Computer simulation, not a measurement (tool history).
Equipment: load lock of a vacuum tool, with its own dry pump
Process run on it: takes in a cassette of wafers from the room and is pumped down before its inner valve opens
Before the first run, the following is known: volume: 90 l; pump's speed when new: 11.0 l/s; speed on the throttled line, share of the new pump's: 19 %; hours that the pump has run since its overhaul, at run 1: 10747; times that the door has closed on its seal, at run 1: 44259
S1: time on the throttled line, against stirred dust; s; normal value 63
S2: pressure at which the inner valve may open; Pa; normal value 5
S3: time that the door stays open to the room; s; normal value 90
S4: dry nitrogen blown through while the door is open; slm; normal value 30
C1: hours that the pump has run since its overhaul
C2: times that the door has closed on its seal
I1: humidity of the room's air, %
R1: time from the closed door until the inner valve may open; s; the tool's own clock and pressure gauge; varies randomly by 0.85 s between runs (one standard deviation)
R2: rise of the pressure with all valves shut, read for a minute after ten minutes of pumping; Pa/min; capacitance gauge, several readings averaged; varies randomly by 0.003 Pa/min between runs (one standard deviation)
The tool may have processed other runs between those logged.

Run 1, hour 0: usual settings; C1 10747; C2 44259; I1 44.4. Result: R1 141.1 s, R2 0.247 Pa/min.
Run 2, hour 311.3: usual settings but S1 90 s; C1 11058; C2 45411; I1 43.3. Result: R1 162.9 s, R2 0.258 Pa/min.
Run 3, hour 646.3: usual settings but S1 90 s; C1 11393; C2 46649; I1 41.4. Result: R1 161.5 s, R2 0.274 Pa/min.
Run 4, hour 1156.3: usual settings but S4 31 slm; C1 11903; C2 48536; I1 44.4. Result: R1 140.9 s, R2 0.288 Pa/min.
Run 5, hour 1639.6: usual settings; C1 12387; C2 50324; I1 44.4. Result: R1 141.2 s, R2 0.309 Pa/min.
Run 6, hour 1857.8: usual settings but S4 6 slm; C1 12605; C2 51131; I1 45.4. Result: R1 143.3 s, R2 0.34 Pa/min.
Run 7, hour 2217.6: usual settings but S4 6 slm; C1 12965; C2 52462; I1 45.5. Result: R1 144 s, R2 0.344 Pa/min.
Run 8, hour 2681.6: usual settings but S4 6 slm; C1 13429; C2 54178; I1 46. Result: R1 142.5 s, R2 0.368 Pa/min.
At hour 2832.6: door's seal changed, seat wiped.
Run 9, hour 2924.2: usual settings but S4 6 slm; C1 13670; C2 339; I1 46.6. Result: R1 142.7 s, R2 0.038 Pa/min.
Run 10, hour 3186.5: usual settings but S4 8 slm; C1 13932; C2 1309; I1 46.4. Result: R1 142.7 s, R2 0.034 Pa/min.
Run 11, hour 3405.8: usual settings but S4 8 slm; C1 14151; C2 2120; I1 46.3. Result: R1 144.6 s, R2 0.036 Pa/min.
Run 12, hour 3698.9: usual settings but S4 8 slm; C1 14445; C2 3204; I1 43.7. Result: R1 144.2 s, R2 0.046 Pa/min.
Run 13, hour 4204.5: usual settings but S4 19 slm; C1 14950; C2 5074; I1 41.5. Result: R1 144.7 s, R2 0.034 Pa/min.
Run 14, hour 4646.5: usual settings but S4 19 slm; C1 15392; C2 6709; I1 46. Result: R1 145.3 s, R2 0.041 Pa/min.
Run 15, hour 4964.4: usual settings but S2 6 Pa; C1 15710; C2 7885; I1 46.8. Result: R1 142.4 s, R2 0.046 Pa/min.
Run 16, hour 5265.7: usual settings but S2 6 Pa; C1 16011; C2 8999; I1 44.1. Result: R1 144.1 s, R2 0.044 Pa/min.
Run 17, hour 5755.7: usual settings but S2 6 Pa; C1 16501; C2 10812; I1 42.7. Result: R1 143.5 s, R2 0.057 Pa/min.
Run 18, hour 6196.5: usual settings but S2 6 Pa, S4 37 slm; C1 16942; C2 12443; I1 46.5. Result: R1 144.1 s, R2 0.058 Pa/min.
Run 19, hour 6489.3: usual settings but S1 48 s, S2 6 Pa, S3 156 s, S4 7 slm; C1 17235; C2 13525; I1 47. Result: R1 133 s, R2 0.091 Pa/min.
Run 20, hour 6865.2: usual settings but S3 48 s; C1 17611; C2 14916; I1 46.2. Result: R1 146.2 s, R2 0.068 Pa/min.
Run 21, hour 7236.3: usual settings but S1 34 s, S4 18 slm; C1 17982; C2 16288; I1 45.6. Result: R1 124.5 s, R2 0.076 Pa/min.
Run 22, hour 7528.1: usual settings but S1 34 s, S3 26 s, S4 18 slm; C1 18274; C2 17368; I1 42.4. Result: R1 124.5 s, R2 0.077 Pa/min.
Run 23, hour 7774.6: usual settings but S1 58 s; C1 18520; C2 18280; I1 47.8. Result: R1 142.6 s, R2 0.083 Pa/min.
Run 24, hour 8270.6: usual settings but S1 58 s, S2 7 Pa, S4 15 slm; C1 19016; C2 20114; I1 46.4. Result: R1 139.3 s, R2 0.104 Pa/min.
Run 25, hour 8724.8: usual settings but S1 58 s, S2 6 Pa, S3 127 s, S4 19 slm; C1 19470; C2 21794; I1 44.1. Result: R1 142.1 s, R2 0.111 Pa/min.
Run 26, hour 8987: usual settings but S1 58 s, S2 9 Pa, S3 127 s, S4 14 slm; C1 19733; C2 22764; I1 45.8. Result: R1 138.6 s, R2 0.125 Pa/min.
Run 27, hour 9206.4: usual settings but S3 27 s, S4 42 slm; C1 19952; C2 23576; I1 44.7. Result: R1 147.7 s, R2 0.098 Pa/min.
Run 28, hour 9589.3: usual settings but S1 38 s, S2 4 Pa, S3 26 s, S4 6 slm; C1 20335; C2 24992; I1 44.6. Result: R1 131.7 s, R2 0.114 Pa/min.
Run 29, hour 9962.3: usual settings but S1 38 s, S2 4 Pa, S3 26 s, S4 6 slm; C1 20708; C2 26372; I1 47.9. Result: R1 132 s, R2 0.127 Pa/min.
Run 30, hour 10216.4: usual settings but S3 48 s; C1 20962; C2 27311; I1 41.5. Result: R1 149 s, R2 0.127 Pa/min.
Run 31, hour 10527.9: usual settings but S3 48 s; C1 21274; C2 28464; I1 43.5. Result: R1 151.1 s, R2 0.14 Pa/min.
At hour 10924.5: dry pump taken out, an overhauled one fitted.
Run 32, hour 10983.6: usual settings but S1 56 s, S3 69 s, S4 17 slm; C1 59; C2 30127; I1 44.3. Result: R1 126.6 s, R2 0.155 Pa/min.
Run 33, hour 11248.4: usual settings but S1 43 s, S2 6 Pa, S3 53 s, S4 23 slm; C1 324; C2 31107; I1 44.6. Result: R1 115.6 s, R2 0.15 Pa/min.
Run 34, hour 11708.9: usual settings but S2 6 Pa; C1 784; C2 32810; I1 43.1. Result: R1 132.3 s, R2 0.169 Pa/min.
Run 35, hour 12007.3: usual settings but S1 93 s, S3 31 s, S4 43 slm; C1 1083; C2 33914; I1 45.6. Result: R1 158.5 s, R2 0.167 Pa/min.
Run 36, hour 12365.5: usual settings but S1 93 s, S3 31 s, S4 43 slm; C1 1441; C2 35238; I1 47.2. Result: R1 157.7 s, R2 0.179 Pa/min.

Below are 5 alternative next runs, each starting from the tool's condition after run 36. Predict each:
Run A, hour 12637.2: usual settings but S2 4 Pa, S3 220 s; C1 1713; C2 36244; I1 44.1. Result: R1 ?, R2 ?.
Run B, hour 12637.2: usual settings but S1 93 s, S3 153 s, S4 43 slm; C1 1713; C2 36244; I1 43.9. Result: R1 ?, R2 ?.
Run C, hour 12637.2: usual settings but S1 43 s, S3 56 s, S4 5 slm; C1 1713; C2 36244; I1 47.8. Result: R1 ?, R2 ?.
Run D, hour 12637.2: usual settings but S1 40 s; C1 1713; C2 36244; I1 47.6. Result: R1 ?, R2 ?.
Run E, hour 12637.2: usual settings but S1 69 s, S2 7 Pa, S3 31 s, S4 17 slm; C1 1713; C2 36244; I1 45.1. Result: R1 ?, R2 ?.

run     R1     R2
  A  136.1  0.207
  B  157.6  0.193
  C  118.5  0.206
  D  115.6  0.196
  E  135.7  0.188
Without the tool's unlogged condition, the same runs would have read:
run     R1     R2
  A  135.5  0.033
  B    157  0.022
  C  117.8  0.033
  D  114.8  0.021
  E  135.1  0.014
